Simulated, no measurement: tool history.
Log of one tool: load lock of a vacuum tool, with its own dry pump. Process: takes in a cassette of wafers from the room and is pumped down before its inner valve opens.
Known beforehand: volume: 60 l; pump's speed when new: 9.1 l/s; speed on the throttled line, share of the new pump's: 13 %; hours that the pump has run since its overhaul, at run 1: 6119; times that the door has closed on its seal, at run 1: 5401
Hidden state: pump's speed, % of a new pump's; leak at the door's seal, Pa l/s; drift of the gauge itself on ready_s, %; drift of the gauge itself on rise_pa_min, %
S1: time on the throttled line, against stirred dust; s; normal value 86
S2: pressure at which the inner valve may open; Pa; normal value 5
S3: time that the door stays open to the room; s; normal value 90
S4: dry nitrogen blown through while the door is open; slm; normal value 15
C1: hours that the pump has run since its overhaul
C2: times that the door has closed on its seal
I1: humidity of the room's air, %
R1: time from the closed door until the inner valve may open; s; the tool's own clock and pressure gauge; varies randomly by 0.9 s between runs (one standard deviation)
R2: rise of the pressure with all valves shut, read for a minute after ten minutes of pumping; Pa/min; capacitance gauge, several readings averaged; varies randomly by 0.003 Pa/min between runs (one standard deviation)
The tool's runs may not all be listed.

{"run": 1, "hour": 0.0, "S1": 86, "S2": 5, "S3": 90, "S4": 15, "C1": 6119, "C2": 5401, "I1": 45.2, "R1": 146.2, "R2": 0.101}
{"run": 2, "hour": 72.2, "S1": 86, "S2": 5, "S3": 90, "S4": 15, "C1": 6191, "C2": 5659, "I1": 42.6, "R1": 144.3, "R2": 0.1}
{"run": 3, "hour": 204.7, "S1": 86, "S2": 5, "S3": 90, "S4": 15, "C1": 6324, "C2": 6133, "I1": 45.2, "R1": 146.3, "R2": 0.11}
{"run": 4, "hour": 344.7, "S1": 86, "S2": 5, "S3": 90, "S4": 15, "C1": 6464, "C2": 6633, "I1": 43.4, "R1": 147.8, "R2": 0.125}
{"run": 5, "hour": 445.0, "S1": 119, "S2": 5, "S3": 90, "S4": 15, "C1": 6564, "C2": 6992, "I1": 44.5, "R1": 175.1, "R2": 0.127}
{"run": 6, "hour": 531.3, "S1": 119, "S2": 5, "S3": 67, "S4": 15, "C1": 6650, "C2": 7300, "I1": 45.2, "R1": 174.8, "R2": 0.128}
{"run": 7, "hour": 659.5, "S1": 86, "S2": 5, "S3": 90, "S4": 42, "C1": 6778, "C2": 7758, "I1": 45.2, "R1": 146.7, "R2": 0.122}
{"run": 8, "hour": 762.3, "S1": 86, "S2": 5, "S3": 90, "S4": 42, "C1": 6881, "C2": 8126, "I1": 44.9, "R1": 145.1, "R2": 0.137}
{"run": 9, "hour": 896.9, "S1": 86, "S2": 5, "S3": 90, "S4": 42, "C1": 7016, "C2": 8607, "I1": 42.6, "R1": 145.7, "R2": 0.136}
{"run": 10, "hour": 1042.9, "S1": 86, "S2": 5, "S3": 90, "S4": 42, "C1": 7162, "C2": 9128, "I1": 45.1, "R1": 147.1, "R2": 0.159}
{"run": 11, "hour": 1141.8, "S1": 86, "S2": 5, "S3": 90, "S4": 42, "C1": 7261, "C2": 9482, "I1": 43.0, "R1": 147.1, "R2": 0.157}
{"run": 12, "hour": 1209.3, "S1": 86, "S2": 5, "S3": 90, "S4": 15, "C1": 7328, "C2": 9723, "I1": 44.9, "R1": 146.6, "R2": 0.183}
{"run": 13, "hour": 1370.2, "S1": 86, "S2": 7, "S3": 90, "S4": 6, "C1": 7489, "C2": 10298, "I1": 43.0, "R1": 143.4, "R2": 0.198}
{"run": 14, "hour": 1523.5, "S1": 86, "S2": 5, "S3": 73, "S4": 6, "C1": 7642, "C2": 10846, "I1": 45.8, "R1": 147.6, "R2": 0.208}
{"run": 15, "hour": 1649.0, "S1": 86, "S2": 5, "S3": 73, "S4": 6, "C1": 7768, "C2": 11295, "I1": 45.1, "R1": 147.1, "R2": 0.229}
{"run": 16, "hour": 1793.7, "S1": 86, "S2": 5, "S3": 73, "S4": 6, "C1": 7913, "C2": 11812, "I1": 47.9, "R1": 147.7, "R2": 0.239}
{"run": 17, "hour": 1947.9, "S1": 168, "S2": 5, "S3": 40, "S4": 6, "C1": 8067, "C2": 12363, "I1": 43.8, "R1": 217.5, "R2": 0.24}
{"run": 18, "hour": 2064.3, "S1": 49, "S2": 5, "S3": 40, "S4": 24, "C1": 8183, "C2": 12779, "I1": 43.6, "R1": 115.6, "R2": 0.242}
{"run": 19, "hour": 2185.4, "S1": 49, "S2": 5, "S3": 40, "S4": 24, "C1": 8304, "C2": 13212, "I1": 47.3, "R1": 116.5, "R2": 0.26}
{"run": 20, "hour": 2314.0, "S1": 49, "S2": 5, "S3": 42, "S4": 24, "C1": 8433, "C2": 13671, "I1": 44.7, "R1": 116.3, "R2": 0.269}
{"run": 21, "hour": 2454.0, "S1": 49, "S2": 5, "S3": 42, "S4": 24, "C1": 8573, "C2": 14172, "I1": 43.6, "R1": 115.5, "R2": 0.28}
{"run": 22, "hour": 2538.5, "S1": 128, "S2": 10, "S3": 156, "S4": 32, "C1": 8657, "C2": 14474, "I1": 45.9, "R1": 177.9, "R2": 0.297}
{"run": 23, "hour": 2658.2, "S1": 128, "S2": 10, "S3": 156, "S4": 32, "C1": 8777, "C2": 14901, "I1": 44.7, "R1": 178.0, "R2": 0.313}
{"run": 24, "hour": 2755.4, "S1": 162, "S2": 5, "S3": 238, "S4": 15, "C1": 8874, "C2": 15249, "I1": 46.3, "R1": 212.9, "R2": 0.354}

4 ways to go on from here, each from the tool as it stands after run 24. What would each give?
{"run": "A", "hour": 2885.5, "S1": 45, "S2": 5, "S3": 90, "S4": 15, "C1": 9004, "C2": 15714, "I1": 43.2, "R1": "?", "R2": "?"}
{"run": "B", "hour": 2885.5, "S1": 51, "S2": 6, "S3": 26, "S4": 15, "C1": 9004, "C2": 15714, "I1": 50.6, "R1": "?", "R2": "?"}
{"run": "C", "hour": 2885.5, "S1": 105, "S2": 10, "S3": 90, "S4": 11, "C1": 9004, "C2": 15714, "I1": 44.4, "R1": "?", "R2": "?"}
{"run": "D", "hour": 2885.5, "S1": 117, "S2": 7, "S3": 39, "S4": 15, "C1": 9004, "C2": 15714, "I1": 45.0, "R1": "?", "R2": "?"}

run=A R1=114.2 R2=0.341
run=B R1=115.7 R2=0.338
run=C R1=158.5 R2=0.344
run=D R1=172.7 R2=0.330
With the hidden condition removed and each run's random variation left untouched, the same runs would have given:
run=A R1=105.8 R2=0.042
run=B R1=107.7 R2=0.030
run=C R1=151.9 R2=0.044
run=D R1=166.0 R2=0.031
